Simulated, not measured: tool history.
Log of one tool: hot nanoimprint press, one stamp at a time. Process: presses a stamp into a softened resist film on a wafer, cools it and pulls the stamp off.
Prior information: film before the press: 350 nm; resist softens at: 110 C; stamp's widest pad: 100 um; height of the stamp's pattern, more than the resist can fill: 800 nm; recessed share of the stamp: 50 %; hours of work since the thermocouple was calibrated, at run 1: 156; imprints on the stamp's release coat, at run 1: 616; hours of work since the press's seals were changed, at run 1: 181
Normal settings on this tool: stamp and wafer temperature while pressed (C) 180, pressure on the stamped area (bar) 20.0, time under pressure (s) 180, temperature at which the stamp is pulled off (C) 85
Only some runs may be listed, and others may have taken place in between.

run,hour,stamp and wafer temperature while pressed (C),pressure on the stamped area (bar),time under pressure (s),temperature at which the stamp is pulled off (C),hours of work since the thermocouple was calibrated,imprints on the stamp's release coat,hours of work since the press's seals were changed,resist left under the stamp's widest pad (angstrom),greatest force while the stamp is pulled off (N)
1,0.0,180,20.0,180,85,156,616,181,2120,115
2,16.2,180,20.0,180,82,163,650,188,2110,125
3,34.4,180,20.0,180,85,171,688,196,2132,116
4,46.2,180,20.0,180,85,176,713,201,2151,118
5,55.9,169,20.0,180,85,180,734,205,2733,117
6,64.8,180,20.0,199,85,184,752,209,2065,119
7,73.3,180,20.0,199,85,188,770,213,2064,120
8,85.5,180,26.1,180,85,193,796,218,1859,123
9,101.4,180,20.0,180,80,200,829,225,2131,134
10,114.7,180,20.0,180,83,206,857,230,2133,126
11,125.5,180,20.0,180,85,210,880,235,2148,122
12,138.9,180,20.0,204,85,216,908,241,2053,121
13,149.7,180,20.0,204,85,221,931,245,2038,122
14,166.4,180,20.0,204,85,228,966,252,2058,125
15,182.3,192,20.6,92,90,235,999,259,1940,116
16,192.6,192,20.6,92,90,239,1021,264,1945,116
17,207.6,192,20.6,92,90,245,1052,270,1961,113
18,222.3,192,20.6,92,90,252,1083,276,1943,115
19,234.8,170,20.0,224,72,257,1109,282,2581,154
20,251.2,190,13.4,184,83,264,1144,289,2029,135
21,267.4,190,13.4,184,83,271,1178,296,2036,135

Run 22, settings as shown, results not yet in. Your forecast:
22,283.0,180,16.1,180,84,278,1211,302,?,?

Run 22 measured resist left under the stamp's widest pad (angstrom) 2353, greatest force while the stamp is pulled off (N) 129.
Take away the tool's hidden state, keep the run-to-run variation as it was, and the same run would have given resist left under the stamp's widest pad (angstrom) 2277, greatest force while the stamp is pulled off (N) 106.
